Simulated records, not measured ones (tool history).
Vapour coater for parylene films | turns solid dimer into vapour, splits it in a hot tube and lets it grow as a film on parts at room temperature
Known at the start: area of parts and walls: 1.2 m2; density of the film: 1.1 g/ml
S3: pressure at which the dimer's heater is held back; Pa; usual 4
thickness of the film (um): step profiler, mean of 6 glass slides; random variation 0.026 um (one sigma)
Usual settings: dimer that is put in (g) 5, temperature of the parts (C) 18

Run 1, hour 0: usual settings. Result: thickness of the film (um) 2.46.
Run 2, hour 14.6: usual settings. Result: thickness of the film (um) 2.47.
Run 3, hour 32.2: usual settings. Result: thickness of the film (um) 2.44.
Run 4, hour 54.3: usual settings. Result: thickness of the film (um) 2.41.
Run 5, hour 68.4: usual settings. Result: thickness of the film (um) 2.39.
Run 6, hour 82.5: usual settings. Result: thickness of the film (um) 2.4.
Run 7, hour 99.1: usual settings. Result: thickness of the film (um) 2.39.
Run 8, hour 123.5: usual settings. Result: thickness of the film (um) 2.38.
Run 9, hour 136.1: usual settings. Result: thickness of the film (um) 2.35.
Run 10, hour 147.1: usual settings. Result: thickness of the film (um) 2.43.
Run 11, hour 162: usual settings but S3 6.32 Pa. Result: thickness of the film (um) 2.19.
Run 12, hour 183.8: usual settings but S3 6.32 Pa. Result: thickness of the film (um) 2.12.
Run 13, hour 197.8: usual settings but S3 6.32 Pa. Result: thickness of the film (um) 2.13.
Run 14, hour 214.9: usual settings. Result: thickness of the film (um) 2.37.
Run 15, hour 226.8: usual settings. Result: thickness of the film (um) 2.35.
Run 16, hour 246.1: usual settings but dimer that is put in (g) 3, temperature of the parts (C) 14, S3 2.42 Pa. Result: thickness of the film (um) 1.9.
Run 17, hour 268.2: usual settings but dimer that is put in (g) 3, temperature of the parts (C) 14, S3 2.42 Pa. Result: thickness of the film (um) 1.85.
Run 18, hour 282.7: usual settings but dimer that is put in (g) 6, temperature of the parts (C) 15, S3 7.77 Pa. Result: thickness of the film (um) 2.75.
Run 19, hour 298.3: usual settings but dimer that is put in (g) 6, temperature of the parts (C) 15, S3 7.77 Pa. Result: thickness of the film (um) 2.74.
Run 20, hour 314.3: usual settings but dimer that is put in (g) 4, temperature of the parts (C) 10, S3 9.47 Pa. Result: thickness of the film (um) 2.17.
Run 21, hour 325.1: usual settings but dimer that is put in (g) 4, temperature of the parts (C) 10, S3 9.47 Pa. Result: thickness of the film (um) 2.19.
At hour 328.3: table's thermometer calibrated.
Run 22, hour 340.7: usual settings but dimer that is put in (g) 8, temperature of the parts (C) 17, S3 2.55 Pa. Result: thickness of the film (um) 4.23.
Run 23, hour 363.4: usual settings but dimer that is put in (g) 8, temperature of the parts (C) 11, S3 7.06 Pa. Result: thickness of the film (um) 4.33.
At hour 385.5: trap's valve overhauled.
Run 24, hour 386.2: usual settings but S3 3.24 Pa. Result: thickness of the film (um) 2.68.
Run 25, hour 405.6: usual settings but S3 3.24 Pa. Result: thickness of the film (um) 2.7.
Run 26, hour 424.9: usual settings but dimer that is put in (g) 2, S3 4.32 Pa. Result: thickness of the film (um) 1.03.
Run 27, hour 445.6: usual settings but temperature of the parts (C) 21. Result: thickness of the film (um) 2.23.
Run 28, hour 458.5: usual settings but dimer that is put in (g) 4, temperature of the parts (C) 29, S3 2.92 Pa. Result: thickness of the film (um) 1.36.
At hour 477.8: table's thermometer calibrated, once more.
Run 29, hour 478.2: usual settings but dimer that is put in (g) 4, temperature of the parts (C) 29, S3 2.92 Pa. Result: thickness of the film (um) 1.41.
Run 30, hour 501.4: usual settings but dimer that is put in (g) 4, temperature of the parts (C) 29, S3 2.92 Pa. Result: thickness of the film (um) 1.34.

Some steps in thickness of the film (um) between neighbouring runs. How much of each would the tool show without its hidden state too (settings, what came in, random variation), and how much is left for the hidden state, with any gauge scatter that isn't in both results?
The hidden state here: vapour lost through the trap's worn valve, %; true temperature of the parts over the reading, C; drift of the gauge itself on film_um, %.
Run 17 -> 18: dimer that is put in (g) 3 -> 6, temperature of the parts (C) 14 -> 15, S3 2.42 -> 7.77. thickness of the film (um) +0.9: hidden state -0.13, all else +1.03.
Run 21 -> 22: dimer that is put in (g) 4 -> 8, temperature of the parts (C) 10 -> 17, S3 9.47 -> 2.55, table's thermometer calibrated. thickness of the film (um) +2.04: hidden state -0.34, all else +2.38.
Run 23 -> 24: dimer that is put in (g) 8 -> 5, temperature of the parts (C) 11 -> 18, S3 7.06 -> 3.24, trap's valve overhauled. thickness of the film (um) -1.65: hidden state +0.6, all else -2.25.
Run 25 -> 26: dimer that is put in (g) 5 -> 2, S3 3.24 -> 4.32. thickness of the film (um) -1.67: hidden state +0.06, all else -1.73.
